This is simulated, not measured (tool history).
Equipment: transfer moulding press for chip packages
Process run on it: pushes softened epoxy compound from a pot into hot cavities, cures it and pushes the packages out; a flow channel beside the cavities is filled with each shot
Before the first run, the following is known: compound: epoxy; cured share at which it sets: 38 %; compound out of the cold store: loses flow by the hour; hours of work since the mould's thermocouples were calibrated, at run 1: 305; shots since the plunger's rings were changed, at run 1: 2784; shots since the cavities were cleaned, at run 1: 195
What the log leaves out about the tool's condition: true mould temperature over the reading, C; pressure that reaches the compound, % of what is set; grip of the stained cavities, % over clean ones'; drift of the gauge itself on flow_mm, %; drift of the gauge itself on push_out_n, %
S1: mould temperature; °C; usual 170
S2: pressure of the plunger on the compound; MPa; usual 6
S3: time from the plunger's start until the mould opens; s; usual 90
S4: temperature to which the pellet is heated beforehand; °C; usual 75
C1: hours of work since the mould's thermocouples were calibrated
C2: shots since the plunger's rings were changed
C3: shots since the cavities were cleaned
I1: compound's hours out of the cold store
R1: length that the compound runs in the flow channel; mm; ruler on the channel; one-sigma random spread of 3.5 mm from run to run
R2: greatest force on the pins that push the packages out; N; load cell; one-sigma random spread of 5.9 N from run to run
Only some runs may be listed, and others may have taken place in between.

{"run": 1, "hour": 0.0, "S1": 170, "S2": 6, "S3": 90, "S4": 75, "C1": 305, "C2": 2784, "C3": 195, "I1": 26.4, "R1": 974, "R2": 226}
{"run": 2, "hour": 9.5, "S1": 170, "S2": 6, "S3": 92, "S4": 75, "C1": 312, "C2": 2936, "C3": 347, "I1": 32.2, "R1": 949, "R2": 203}
{"run": 3, "hour": 24.3, "S1": 170, "S2": 6, "S3": 109, "S4": 75, "C1": 324, "C2": 3170, "C3": 581, "I1": 26.2, "R1": 968, "R2": 183}
{"run": 4, "hour": 42.2, "S1": 170, "S2": 4.75, "S3": 90, "S4": 75, "C1": 338, "C2": 3455, "C3": 866, "I1": 15.4, "R1": 900, "R2": 215}
{"hour": 54.6, "done": "cavities cleaned with cleaning compound and waxed"}
{"run": 5, "hour": 55.2, "S1": 174, "S2": 6, "S3": 90, "S4": 75, "C1": 347, "C2": 3635, "C3": 8, "I1": 15.6, "R1": 994, "R2": 185}
{"run": 6, "hour": 78.6, "S1": 170, "S2": 6, "S3": 90, "S4": 75, "C1": 366, "C2": 4008, "C3": 381, "I1": 43.2, "R1": 904, "R2": 215}
{"hour": 86.1, "done": "plunger's sealing rings changed"}
{"run": 7, "hour": 98.2, "S1": 170, "S2": 6, "S3": 90, "S4": 75, "C1": 379, "C2": 192, "C3": 652, "I1": 37.3, "R1": 932, "R2": 216}
{"run": 8, "hour": 114.3, "S1": 170, "S2": 6, "S3": 90, "S4": 75, "C1": 392, "C2": 447, "C3": 907, "I1": 8.9, "R1": 1041, "R2": 233}
{"hour": 124.3, "done": "cavities cleaned with cleaning compound and waxed"}
{"run": 9, "hour": 131.0, "S1": 170, "S2": 4.67, "S3": 90, "S4": 75, "C1": 404, "C2": 688, "C3": 107, "I1": 21.8, "R1": 869, "R2": 221}
{"run": 10, "hour": 141.3, "S1": 170, "S2": 4.67, "S3": 90, "S4": 75, "C1": 412, "C2": 851, "C3": 270, "I1": 35.7, "R1": 833, "R2": 218}
{"run": 11, "hour": 151.6, "S1": 170, "S2": 6.17, "S3": 90, "S4": 75, "C1": 420, "C2": 1015, "C3": 434, "I1": 42.4, "R1": 933, "R2": 221}
{"run": 12, "hour": 170.4, "S1": 170, "S2": 6, "S3": 90, "S4": 75, "C1": 435, "C2": 1312, "C3": 731, "I1": 39.5, "R1": 930, "R2": 228}
{"run": 13, "hour": 180.4, "S1": 170, "S2": 6, "S3": 90, "S4": 79, "C1": 443, "C2": 1471, "C3": 890, "I1": 11.5, "R1": 1029, "R2": 229}
{"hour": 191.1, "done": "cavities cleaned with cleaning compound and waxed"}
{"run": 14, "hour": 198.3, "S1": 170, "S2": 6, "S3": 90, "S4": 79, "C1": 455, "C2": 1731, "C3": 114, "I1": 8.7, "R1": 1030, "R2": 224}
{"run": 15, "hour": 216.5, "S1": 167, "S2": 6.65, "S3": 101, "S4": 79, "C1": 470, "C2": 2021, "C3": 404, "I1": 25.3, "R1": 1033, "R2": 208}
{"run": 16, "hour": 237.1, "S1": 167, "S2": 6.65, "S3": 101, "S4": 79, "C1": 486, "C2": 2347, "C3": 730, "I1": 43.8, "R1": 969, "R2": 208}
{"run": 17, "hour": 253.0, "S1": 167, "S2": 5.89, "S3": 71, "S4": 68, "C1": 499, "C2": 2599, "C3": 982, "I1": 21.3, "R1": 994, "R2": 526}
{"hour": 258.5, "done": "cavities cleaned with cleaning compound and waxed"}
{"run": 18, "hour": 276.3, "S1": 163, "S2": 7.35, "S3": 90, "S4": 69, "C1": 516, "C2": 2945, "C3": 283, "I1": 37.2, "R1": 1063, "R2": 363}
{"run": 19, "hour": 294.8, "S1": 170, "S2": 6, "S3": 96, "S4": 75, "C1": 530, "C2": 3238, "C3": 576, "I1": 47.6, "R1": 895, "R2": 207}
{"run": 20, "hour": 308.7, "S1": 170, "S2": 4.53, "S3": 96, "S4": 83, "C1": 541, "C2": 3458, "C3": 796, "I1": 31.2, "R1": 827, "R2": 196}
{"run": 21, "hour": 318.4, "S1": 170, "S2": 6.41, "S3": 74, "S4": 79, "C1": 549, "C2": 3613, "C3": 951, "I1": 33.2, "R1": 980, "R2": 357}
{"hour": 326.2, "done": "cavities cleaned with cleaning compound and waxed"}
{"run": 22, "hour": 340.8, "S1": 175, "S2": 6.41, "S3": 74, "S4": 72, "C1": 565, "C2": 3944, "C3": 232, "I1": 27, "R1": 980, "R2": 252}
{"hour": 351.7, "done": "plunger's sealing rings changed"}
{"run": 23, "hour": 358.4, "S1": 175, "S2": 6.41, "S3": 74, "S4": 72, "C1": 577, "C2": 105, "C3": 471, "I1": 20.5, "R1": 1000, "R2": 253}
{"run": 24, "hour": 372.0, "S1": 175, "S2": 6.41, "S3": 99, "S4": 81, "C1": 588, "C2": 321, "C3": 687, "I1": 19.8, "R1": 1010, "R2": 167}
{"hour": 396.4, "done": "cavities cleaned with cleaning compound and waxed"}
{"run": 25, "hour": 396.4, "S1": 175, "S2": 6.41, "S3": 99, "S4": 81, "C1": 606, "C2": 684, "C3": 0, "I1": 21.1, "R1": 1002, "R2": 170}
{"run": 26, "hour": 410.2, "S1": 175, "S2": 6.41, "S3": 99, "S4": 81, "C1": 617, "C2": 904, "C3": 220, "I1": 31.8, "R1": 963, "R2": 174}
{"run": 27, "hour": 428.5, "S1": 170, "S2": 5.27, "S3": 90, "S4": 75, "C1": 631, "C2": 1194, "C3": 510, "I1": 22.6, "R1": 927, "R2": 219}
{"run": 28, "hour": 444.1, "S1": 170, "S2": 5.27, "S3": 90, "S4": 68, "C1": 644, "C2": 1441, "C3": 757, "I1": 29.3, "R1": 893, "R2": 219}

Each row is a separate what-if for the run after 28, all from the same tool condition, not one after another. Results?
{"hour": 464.5, "done": "cavities cleaned with cleaning compound and waxed"}
{"run": "A", "hour": 468.5, "S1": 174, "S2": 6, "S3": 90, "S4": 75, "C1": 662, "C2": 1803, "C3": 63, "I1": 46.1, "R1": "?", "R2": "?"}
{"hour": 464.5, "done": "cavities cleaned with cleaning compound and waxed"}
{"run": "B", "hour": 468.5, "S1": 168, "S2": 5.65, "S3": 90, "S4": 75, "C1": 662, "C2": 1803, "C3": 63, "I1": 26.4, "R1": "?", "R2": "?"}
{"hour": 464.5, "done": "cavities cleaned with cleaning compound and waxed"}
{"run": "C", "hour": 468.5, "S1": 170, "S2": 6, "S3": 90, "S4": 83, "C1": 662, "C2": 1803, "C3": 63, "I1": 25.7, "R1": "?", "R2": "?"}

run=A R1=889 R2=180
run=B R1=953 R2=253
run=C R1=979 R2=218
Had the tool no hidden state, the same runs would have come out as:
run=A R1=889 R2=180
run=B R1=953 R2=252
run=C R1=979 R2=217

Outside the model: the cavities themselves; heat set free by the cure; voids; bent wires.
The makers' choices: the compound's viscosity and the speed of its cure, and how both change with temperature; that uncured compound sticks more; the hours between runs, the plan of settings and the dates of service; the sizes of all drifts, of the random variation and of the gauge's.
